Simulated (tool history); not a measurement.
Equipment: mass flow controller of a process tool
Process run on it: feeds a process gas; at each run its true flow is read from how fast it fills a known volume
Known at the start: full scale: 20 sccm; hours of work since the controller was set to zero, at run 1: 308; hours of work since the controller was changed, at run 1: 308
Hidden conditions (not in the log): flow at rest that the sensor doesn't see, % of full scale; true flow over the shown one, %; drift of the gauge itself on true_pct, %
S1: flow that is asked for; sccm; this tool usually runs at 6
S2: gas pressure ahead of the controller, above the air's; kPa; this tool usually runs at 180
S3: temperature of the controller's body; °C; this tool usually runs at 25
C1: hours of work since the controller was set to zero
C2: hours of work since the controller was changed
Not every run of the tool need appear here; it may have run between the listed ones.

run 1 day=0 | S1=6 S2=180 S3=25 | C1=308 C2=308 | true_flow_(%)=98.29
run 2 day=5.65 | S1=6 S2=180 S3=25 | C1=409 C2=409 | true_flow_(%)=98.28
run 3 day=12.142 | S1=6 S2=180 S3=25 | C1=525 C2=525 | true_flow_(%)=98.09
run 4 day=16.979 | S1=6 S2=167 S3=25 | C1=611 C2=611 | true_flow_(%)=97.99
run 5 day=22.854 | S1=6 S2=160 S3=25 | C1=716 C2=716 | true_flow_(%)=97.99
run 6 day=30.775 | S1=16 S2=180 S3=25 | C1=858 C2=858 | true_flow_(%)=99.35
run 7 day=37.208 | S1=16 S2=180 S3=25 | C1=973 C2=973 | true_flow_(%)=99.52
run 8 day=43.017 | S1=16 S2=179 S3=25 | C1=1077 C2=1077 | true_flow_(%)=99.34
run 9 day=47.962 | S1=15 S2=180 S3=25 | C1=1165 C2=1165 | true_flow_(%)=99.27
run 10 day=55.342 | S1=15 S2=180 S3=25 | C1=1297 C2=1297 | true_flow_(%)=99.27
run 11 day=65.188 | S1=15 S2=180 S3=25 | C1=1474 C2=1474 | true_flow_(%)=99.28
run 12 day=69.792 | S1=15 S2=180 S3=25 | C1=1556 C2=1556 | true_flow_(%)=99.33
run 13 day=78.6 | S1=15 S2=180 S3=25 | C1=1713 C2=1713 | true_flow_(%)=99.32
-- day=79.425 controller's zero set anew
run 14 day=88.788 | S1=6 S2=228 S3=31 | C1=167 C2=1895 | true_flow_(%)=97.11
run 15 day=97.321 | S1=7 S2=156 S3=28 | C1=320 C2=2048 | true_flow_(%)=97.27
run 16 day=106.225 | S1=7 S2=156 S3=28 | C1=479 C2=2207 | true_flow_(%)=97.25
run 17 day=112.804 | S1=2 S2=240 S3=25 | C1=597 C2=2325 | true_flow_(%)=93.28
-- day=121.458 controller's zero set anew, once more
run 18 day=121.458 | S1=6 S2=260 S3=22 | C1=0 C2=2479 | true_flow_(%)=99.26
run 19 day=131.583 | S1=9 S2=194 S3=31 | C1=181 C2=2660 | true_flow_(%)=98.8
run 20 day=141.588 | S1=9 S2=149 S3=31 | C1=360 C2=2839 | true_flow_(%)=98.65
run 21 day=152.433 | S1=9 S2=149 S3=31 | C1=554 C2=3033 | true_flow_(%)=98.78
run 22 day=158.071 | S1=9 S2=149 S3=31 | C1=655 C2=3134 | true_flow_(%)=98.62
run 23 day=168.996 | S1=9 S2=149 S3=31 | C1=850 C2=3329 | true_flow_(%)=98.62

Per-run results on a tool with no hidden state, each run keeping its own random variation:
run=1 true_flow_(%)=98.47
run=2 true_flow_(%)=98.51
run=3 true_flow_(%)=98.38
run=4 true_flow_(%)=98.32
run=5 true_flow_(%)=98.37
run=6 true_flow_(%)=99.4
run=7 true_flow_(%)=99.57
run=8 true_flow_(%)=99.39
run=9 true_flow_(%)=99.34
run=10 true_flow_(%)=99.34
run=11 true_flow_(%)=99.36
run=12 true_flow_(%)=99.41
run=13 true_flow_(%)=99.4
run=14 true_flow_(%)=98.16
run=15 true_flow_(%)=98.16
run=16 true_flow_(%)=98.19
run=17 true_flow_(%)=98.03
run=18 true_flow_(%)=98.73
run=19 true_flow_(%)=98.29
run=20 true_flow_(%)=98.18
run=21 true_flow_(%)=98.34
run=22 true_flow_(%)=98.21
run=23 true_flow_(%)=98.25

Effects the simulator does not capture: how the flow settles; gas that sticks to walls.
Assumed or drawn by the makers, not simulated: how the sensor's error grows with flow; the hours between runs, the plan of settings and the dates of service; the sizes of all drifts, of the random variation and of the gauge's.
